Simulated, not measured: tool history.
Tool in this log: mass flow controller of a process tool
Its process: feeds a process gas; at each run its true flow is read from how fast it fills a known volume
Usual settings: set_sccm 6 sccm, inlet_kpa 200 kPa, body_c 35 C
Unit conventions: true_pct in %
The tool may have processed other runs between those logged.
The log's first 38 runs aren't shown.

run 39 hour=5588.0 | set_sccm=11 inlet_kpa=183 body_c=40 | true_pct=99.09
run 40 hour=5740.8 | set_sccm=4 inlet_kpa=164 body_c=35 | true_pct=102.11
run 41 hour=5862.7 | set_sccm=9 inlet_kpa=214 body_c=35 | true_pct=99.57
run 42 hour=5974.7 | set_sccm=9 inlet_kpa=214 body_c=35 | true_pct=99.73
run 43 hour=6172.7 | set_sccm=9 inlet_kpa=200 body_c=33 | true_pct=99.67
run 44 hour=6278.7 | set_sccm=3 inlet_kpa=257 body_c=30 | true_pct=104.15
run 45 hour=6408.9 | set_sccm=6 inlet_kpa=259 body_c=35 | true_pct=100.56
run 46 hour=6510.7 | set_sccm=6 inlet_kpa=259 body_c=35 | true_pct=100.73
run 47 hour=6654.2 | set_sccm=6 inlet_kpa=259 body_c=28 | true_pct=101.18
run 48 hour=6773.3 | set_sccm=6 inlet_kpa=152 body_c=21 | true_pct=101.90

What if the next run were any one of these 4? Each begins from the tool's condition after run 48:
run A hour=6879.9 | set_sccm=6 inlet_kpa=200 body_c=36 | true_pct=?
run B hour=6879.9 | set_sccm=6 inlet_kpa=225 body_c=21 | true_pct=?
run C hour=6879.9 | set_sccm=5 inlet_kpa=141 body_c=35 | true_pct=?
run D hour=6879.9 | set_sccm=4 inlet_kpa=152 body_c=21 | true_pct=?

run=A true_pct=100.85
run=B true_pct=101.80
run=C true_pct=101.79
run=D true_pct=103.68
Stripped of hidden state, with their random variation kept, the same runs would have yielded:
run=A true_pct=98.32
run=B true_pct=99.26
run=C true_pct=98.53
run=D true_pct=99.34

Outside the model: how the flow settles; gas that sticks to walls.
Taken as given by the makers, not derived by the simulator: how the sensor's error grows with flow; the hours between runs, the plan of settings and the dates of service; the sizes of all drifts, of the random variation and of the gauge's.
